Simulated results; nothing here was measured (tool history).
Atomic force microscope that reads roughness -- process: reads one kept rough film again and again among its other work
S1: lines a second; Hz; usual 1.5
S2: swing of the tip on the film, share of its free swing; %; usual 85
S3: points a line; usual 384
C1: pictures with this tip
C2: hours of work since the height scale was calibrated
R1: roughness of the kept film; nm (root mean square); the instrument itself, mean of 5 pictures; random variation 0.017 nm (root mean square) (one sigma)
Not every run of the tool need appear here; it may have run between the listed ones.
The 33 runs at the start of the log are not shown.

Run 34, hour 983: usual settings but S3 603; C1 77; C2 1043. Result: R1 4.05 nm (root mean square).
Run 35, hour 1019.5: usual settings but S3 603; C1 167; C2 1072. Result: R1 4.015 nm (root mean square).
Run 36, hour 1059.2: usual settings but S1 1.68 Hz, S3 676; C1 265; C2 1104. Result: R1 3.997 nm (root mean square).
Run 37, hour 1097.7: usual settings but S1 1.68 Hz, S3 676; C1 360; C2 1134. Result: R1 3.969 nm (root mean square).
At hour 1103.7: new tip fitted.
Run 38, hour 1131.3: usual settings but S1 1.68 Hz, S3 676; C1 68; C2 1160. Result: R1 3.974 nm (root mean square).
Run 39, hour 1168.1: usual settings but S1 1.68 Hz, S3 676; C1 159; C2 1189. Result: R1 4.025 nm (root mean square).
Run 40, hour 1190.5: usual settings but S1 1.68 Hz, S3 730; C1 214; C2 1207. Result: R1 4.002 nm (root mean square).
Run 41, hour 1211: usual settings but S1 2.2 Hz, S3 976; C1 264; C2 1223. Result: R1 3.852 nm (root mean square).
Run 42, hour 1248.9: usual settings but S1 0.56 Hz, S3 541; C1 358; C2 1253. Result: R1 4.298 nm (root mean square).
At hour 1253: new tip fitted.
Run 43, hour 1270.4: usual settings but S1 2.51 Hz, S2 59 %, S3 682; C1 42; C2 1270. Result: R1 4.319 nm (root mean square).
Run 44, hour 1299: usual settings but S1 1.03 Hz; C1 113; C2 1292. Result: R1 4.184 nm (root mean square).
Run 45, hour 1320.7: usual settings but S1 1.08 Hz, S2 88 %, S3 930; C1 166; C2 1310. Result: R1 4.12 nm (root mean square).
Run 46, hour 1344.9: usual settings but S2 80 %, S3 712; C1 226; C2 1329. Result: R1 4.133 nm (root mean square).
Run 47, hour 1362.1: usual settings but S1 0.88 Hz, S2 59 %, S3 271; C1 268; C2 1342. Result: R1 4.321 nm (root mean square).
Run 48, hour 1391: usual settings but S1 0.61 Hz, S2 77 %, S3 273; C1 339; C2 1365. Result: R1 4.269 nm (root mean square).
At hour 1402.9: new tip fitted.
Run 49, hour 1430.2: usual settings but S1 0.61 Hz, S2 57 %, S3 257; C1 67; C2 1396. Result: R1 4.338 nm (root mean square).
Run 50, hour 1451.1: usual settings but S1 0.61 Hz, S2 57 %, S3 257; C1 118; C2 1412. Result: R1 4.397 nm (root mean square).
Run 51, hour 1472.7: usual settings but S1 1.42 Hz, S2 65 %, S3 494; C1 171; C2 1429. Result: R1 4.341 nm (root mean square).

Branching from run 51: 4 alternative next runs. What would each branch give?
Run A, hour 1506.3: usual settings but S2 79 %; C1 254; C2 1456. Result: R1 ?.
Run B, hour 1506.3: usual settings but S1 3.24 Hz, S2 77 %, S3 1014; C1 254; C2 1456. Result: R1 ?.
Run C, hour 1506.3: usual settings but S1 2.22 Hz, S2 66 %, S3 494; C1 254; C2 1456. Result: R1 ?.
Run D, hour 1506.3: usual settings but S1 1.41 Hz, S2 64 %, S3 409; C1 254; C2 1456. Result: R1 ?.

run     R1
  A  4.143
  B  3.834
  C  4.223
  D  4.318
Without the tool's unlogged condition, the same runs would have read:
run     R1
  A  4.161
  B  3.851
  C  4.242
  D  4.337

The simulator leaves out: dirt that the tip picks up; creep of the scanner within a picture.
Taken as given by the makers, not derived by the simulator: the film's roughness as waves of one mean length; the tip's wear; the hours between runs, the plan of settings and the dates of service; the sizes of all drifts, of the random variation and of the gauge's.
